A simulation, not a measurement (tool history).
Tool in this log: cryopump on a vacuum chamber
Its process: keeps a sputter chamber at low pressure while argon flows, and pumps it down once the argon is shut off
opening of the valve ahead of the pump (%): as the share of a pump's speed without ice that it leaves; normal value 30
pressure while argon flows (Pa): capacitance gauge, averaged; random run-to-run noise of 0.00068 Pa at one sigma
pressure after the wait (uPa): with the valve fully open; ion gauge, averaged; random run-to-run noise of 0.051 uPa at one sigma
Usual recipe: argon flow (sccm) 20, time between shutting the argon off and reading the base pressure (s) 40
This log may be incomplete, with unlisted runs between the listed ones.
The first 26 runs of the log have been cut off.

run    hour  argon flow (sccm)  time between shutting the argon off and reading the base pressure (s)  opening of the valve ahead of the pump (%)  hours of work since the pump was warmed up and emptied  hours of work since the cold head was overhauled  hours of work since the chamber's fittings were tightened  pressure while argon flows (Pa)  pressure after the wait (uPa)
 27   913.8                 10                                                                    179                                          30                                                     794                                               794                                                       1477                           0.0634                           1.74
 28   957.3                 24                                                                    207                                          18                                                     821                                               821                                                       1505                           0.2444                           1.64
 29   978.1                 34                                                                    173                                          30                                                     834                                               834                                                       1518                           0.2144                           1.69
 30   998.6                 34                                                                    294                                          30                                                     847                                               847                                                       1531                           0.2154                           1.54
 31  1020.4                 34                                                                    294                                          30                                                     861                                               861                                                       1545                           0.2165                           1.54
 32  1055.0                 34                                                                    294                                          30                                                     883                                               883                                                       1567                           0.2173                           1.57
 33  1087.3                 20                                                                     47                                          20                                                     904                                               904                                                       1587                           0.1858                           3.54
 34  1126.3                 20                                                                     47                                          20                                                     928                                               928                                                       1612                           0.1857                           3.63

Below are 3 alternative next runs, each starting from the tool's condition after run 34. Predict each:
  A  1161.7                 18                                                                     40                                          30                                                     951                                               951                                                       1634                                ?                              ?
  B  1161.7                 11                                                                     42                                          42                                                     951                                               951                                                       1634                                ?                              ?
  C  1161.7                 24                                                                     86                                          20                                                     951                                               951                                                       1634                                ?                              ?

run  pressure while argon flows (Pa)  pressure after the wait (uPa)
  A                           0.1153                           4.06
  B                           0.0516                           3.94
  C                           0.2261                           2.60
Stripped of hidden state, with their random variation kept, the same runs would have yielded:
run  pressure while argon flows (Pa)  pressure after the wait (uPa)
  A                           0.1039                           3.15
  B                           0.0446                           3.02
  C                           0.2109                           1.67
